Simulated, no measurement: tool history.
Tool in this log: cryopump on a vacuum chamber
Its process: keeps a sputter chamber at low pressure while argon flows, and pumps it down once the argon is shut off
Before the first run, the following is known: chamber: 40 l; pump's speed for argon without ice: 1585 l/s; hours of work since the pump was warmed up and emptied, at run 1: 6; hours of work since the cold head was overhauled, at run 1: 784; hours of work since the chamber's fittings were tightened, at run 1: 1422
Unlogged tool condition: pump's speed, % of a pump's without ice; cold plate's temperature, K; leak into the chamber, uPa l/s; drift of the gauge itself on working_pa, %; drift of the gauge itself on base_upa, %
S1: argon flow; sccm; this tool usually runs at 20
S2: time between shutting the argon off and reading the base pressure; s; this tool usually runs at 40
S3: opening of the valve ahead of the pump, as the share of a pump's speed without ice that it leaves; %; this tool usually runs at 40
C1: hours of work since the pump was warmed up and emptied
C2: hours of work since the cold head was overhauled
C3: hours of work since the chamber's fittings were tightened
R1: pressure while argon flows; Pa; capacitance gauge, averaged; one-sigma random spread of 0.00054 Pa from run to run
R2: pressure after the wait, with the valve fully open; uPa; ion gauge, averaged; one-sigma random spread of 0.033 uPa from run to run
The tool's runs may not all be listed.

run	hour	S1	S2	S3	C1	C2	C3	R1	R2
1	0.0	20	40	40	6	784	1422	0.0532	2.44
2	69.3	20	40	40	64	842	1480	0.0539	2.56
3	133.9	20	40	40	118	895	1534	0.0541	2.61
4	170.2	20	61	40	148	925	1564	0.0546	2.12
5	214.3	20	61	40	185	962	1600	0.0556	2.15
6	255.6	20	61	40	219	996	1635	0.0560	2.16
7	304.6	10	61	40	260	1037	1676	0.0277	2.21
8	370.1	10	61	40	314	1092	1730	0.0282	2.38
9	435.0	10	61	40	368	1146	1784	0.0293	2.34
10	490.4	10	61	40	414	1192	1830	0.0286	2.45
11	541.2	10	61	40	456	1234	1872	0.0286	2.44
12	584.6	10	61	40	493	1270	1908	0.0306	2.52
13	643.4	10	61	40	541	1319	1957	0.0300	2.56
14	695.2	10	61	40	584	1362	2000	0.0298	2.64
15	727.7	20	40	40	611	1389	2027	0.0609	3.18
16	769.7	20	40	40	646	1424	2062	0.0614	3.28
17	813.6	20	40	40	683	1460	2099	0.0616	3.38
# hour 877.8: pump warmed up, emptied and cooled again
18	884.3	20	30	19	5	1515	2153	0.1132	3.48
19	916.3	20	30	19	32	1542	2180	0.1126	3.51
20	974.8	20	30	19	81	1590	2229	0.1137	3.45
21	1024.1	29	224	50	122	1631	2270	0.0636	1.77
22	1063.5	9	21	23	154	1664	2302	0.0433	4.41
23	1124.5	9	21	23	205	1715	2353	0.0420	4.53
24	1187.3	9	21	23	257	1767	2405	0.0430	4.60
25	1260.5	32	40	17	318	1828	2466	0.2085	3.31
26	1313.6	32	40	17	362	1872	2510	0.2076	3.41
27	1385.3	21	84	36	422	1932	2570	0.0679	2.59
# hour 1438.9: leaking fittings of the chamber tightened, without venting
28	1460.7	17	42	22	483	1993	18	0.0879	1.71
29	1491.7	10	40	22	509	2018	44	0.0516	1.80
30	1544.4	29	208	40	553	2062	88	0.0874	0.61
31	1602.5	16	257	15	601	2110	136	0.1198	0.58
32	1670.9	16	257	15	658	2167	193	0.1203	0.66
33	1729.9	16	257	15	707	2216	242	0.1208	0.70
# hour 1764.7: pump warmed up, emptied and cooled again
34	1799.0	36	261	60	29	2270	295	0.0647	0.60

A few steps of R1 between consecutive runs. Split each: what settings, incoming material and random variation would produce without the hidden state, and what is left over for the hidden state, along with gauge scatter present in only one of the two compared results (measured, and without hidden state):
Run 17 -> 18: S2 40 -> 30, S3 40 -> 19, pump warmed up, emptied and cooled again. R1 +0.0516 Pa: hidden state -0.0080, all else +0.0596.
Run 24 -> 25: S1 9 -> 32, S2 21 -> 40, S3 23 -> 17. R1 +0.1655 Pa: hidden state +0.0047, all else +0.1608.
Run 26 -> 27: S1 32 -> 21, S2 40 -> 84, S3 17 -> 36. R1 -0.1397 Pa: hidden state -0.0015, all else -0.1382.
Run 29 -> 30: S1 10 -> 29, S2 40 -> 208, S3 22 -> 40. R1 +0.0358 Pa: hidden state +0.0068, all else +0.0290.
Run 33 -> 34: S1 16 -> 36, S2 257 -> 261, S3 15 -> 60, pump warmed up, emptied and cooled again. R1 -0.0561 Pa: hidden state -0.0063, all else -0.0498.

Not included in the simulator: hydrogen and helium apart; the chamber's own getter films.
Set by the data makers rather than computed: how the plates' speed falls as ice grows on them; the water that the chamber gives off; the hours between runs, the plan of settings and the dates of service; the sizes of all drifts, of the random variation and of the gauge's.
